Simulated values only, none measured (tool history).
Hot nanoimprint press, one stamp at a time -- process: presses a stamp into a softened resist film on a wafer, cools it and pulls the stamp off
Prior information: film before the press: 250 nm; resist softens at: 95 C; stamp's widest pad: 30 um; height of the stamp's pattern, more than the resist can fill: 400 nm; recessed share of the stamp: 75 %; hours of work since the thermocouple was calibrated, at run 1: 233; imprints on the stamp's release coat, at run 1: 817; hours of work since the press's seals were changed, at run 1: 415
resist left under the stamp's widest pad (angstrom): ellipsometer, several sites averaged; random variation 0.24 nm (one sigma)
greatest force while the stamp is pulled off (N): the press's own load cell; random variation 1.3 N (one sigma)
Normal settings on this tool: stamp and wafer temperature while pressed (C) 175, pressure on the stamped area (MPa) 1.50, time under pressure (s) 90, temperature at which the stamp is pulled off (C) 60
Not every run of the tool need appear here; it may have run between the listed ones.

| run | day | stamp and wafer temperature while pressed (C) | pressure on the stamped area (MPa) | time under pressure (s) | temperature at which the stamp is pulled off (C) | hours of work since the thermocouple was calibrated | imprints on the stamp's release coat | hours of work since the press's seals were changed | resist left under the stamp's widest pad (angstrom) | greatest force while the stamp is pulled off (N) |
|---|---|---|---|---|---|---|---|---|---|---|
| 1 | 0.000 | 175 | 1.50 | 90 | 60 | 233 | 817 | 415 | 1283 | 194 |
| 2 | 0.596 | 175 | 1.50 | 90 | 60 | 242 | 881 | 424 | 1280 | 194 |
| 3 | 1.029 | 175 | 1.50 | 90 | 46 | 248 | 927 | 430 | 1285 | 254 |
| 4 | 1.667 | 175 | 1.50 | 90 | 46 | 257 | 995 | 439 | 1286 | 255 |
|  | 2.204 | plate thermocouple calibrated |
| 5 | 2.262 | 175 | 1.50 | 90 | 46 | 1 | 1045 | 446 | 1285 | 254 |
| 6 | 2.696 | 175 | 1.50 | 90 | 46 | 7 | 1091 | 452 | 1282 | 254 |
| 7 | 3.433 | 175 | 1.50 | 90 | 46 | 18 | 1170 | 463 | 1286 | 253 |
| 8 | 3.979 | 175 | 1.50 | 90 | 46 | 26 | 1228 | 471 | 1283 | 257 |
| 9 | 4.358 | 175 | 1.50 | 90 | 49 | 31 | 1268 | 476 | 1284 | 243 |
| 10 | 4.883 | 175 | 1.50 | 90 | 49 | 39 | 1324 | 484 | 1280 | 240 |
| 11 | 5.533 | 175 | 1.50 | 128 | 60 | 48 | 1394 | 493 | 1132 | 192 |
| 12 | 6.029 | 175 | 1.50 | 128 | 60 | 55 | 1447 | 500 | 1129 | 196 |
| 13 | 6.329 | 175 | 1.50 | 128 | 60 | 59 | 1479 | 505 | 1132 | 195 |
| 14 | 7.012 | 175 | 1.50 | 128 | 61 | 69 | 1552 | 514 | 1130 | 193 |
| 15 | 7.662 | 175 | 1.50 | 128 | 61 | 79 | 1621 | 524 | 1138 | 192 |
| 16 | 8.096 | 175 | 1.50 | 128 | 61 | 85 | 1667 | 530 | 1134 | 191 |
|  | 8.604 | stamp cleaned and given a new release coat |
| 17 | 8.925 | 175 | 1.96 | 128 | 61 | 93 | 35 | 538 | 988 | 188 |
| 18 | 9.546 | 165 | 1.50 | 90 | 60 | 102 | 101 | 547 | 1776 | 195 |
| 19 | 10.271 | 165 | 1.50 | 121 | 60 | 113 | 178 | 558 | 1650 | 194 |
| 20 | 10.929 | 165 | 1.50 | 121 | 60 | 122 | 249 | 567 | 1644 | 192 |
| 21 | 11.638 | 165 | 1.51 | 78 | 54 | 132 | 324 | 577 | 1825 | 219 |
| 22 | 12.346 | 171 | 1.50 | 90 | 60 | 143 | 400 | 588 | 1475 | 194 |
| 23 | 12.646 | 175 | 1.50 | 97 | 60 | 147 | 431 | 592 | 1250 | 195 |
| 24 | 13.296 | 175 | 1.50 | 97 | 60 | 156 | 501 | 601 | 1253 | 195 |
| 25 | 13.983 | 175 | 1.50 | 65 | 47 | 166 | 574 | 611 | 1431 | 252 |
| 26 | 14.358 | 175 | 1.50 | 65 | 47 | 171 | 614 | 617 | 1427 | 250 |
|  | 14.942 | press's hydraulic seals changed and the load cell set to zero |
| 27 | 15.271 | 175 | 1.50 | 69 | 60 | 180 | 676 | 5 | 1403 | 195 |
| 28 | 15.992 | 175 | 1.88 | 88 | 60 | 190 | 752 | 15 | 1165 | 193 |
| 29 | 16.729 | 176 | 1.50 | 90 | 60 | 201 | 831 | 26 | 1238 | 195 |
| 30 | 17.225 | 176 | 1.50 | 90 | 60 | 208 | 884 | 33 | 1240 | 194 |

Predict each of these 4 candidate next runs independently; none follows another, all start after run 30:
| A | 17.883 | 171 | 1.50 | 65 | 60 | 217 | 954 | 42 | ? | ? |
| B | 17.883 | 175 | 2.09 | 59 | 60 | 217 | 954 | 42 | ? | ? |
| C | 17.883 | 176 | 2.35 | 151 | 59 | 217 | 954 | 42 | ? | ? |
| D | 17.883 | 173 | 1.50 | 90 | 48 | 217 | 954 | 42 | ? | ? |

| run | resist left under the stamp's widest pad (angstrom) | greatest force while the stamp is pulled off (N) |
|---|---|---|
| A | 1620 | 195 |
| B | 1281 | 196 |
| C | 816 | 198 |
| D | 1379 | 246 |
Had the tool no hidden state, the same runs would have come out as:
| run | resist left under the stamp's widest pad (angstrom) | greatest force while the stamp is pulled off (N) |
|---|---|---|
| A | 1620 | 195 |
| B | 1281 | 196 |
| C | 817 | 198 |
| D | 1380 | 246 |

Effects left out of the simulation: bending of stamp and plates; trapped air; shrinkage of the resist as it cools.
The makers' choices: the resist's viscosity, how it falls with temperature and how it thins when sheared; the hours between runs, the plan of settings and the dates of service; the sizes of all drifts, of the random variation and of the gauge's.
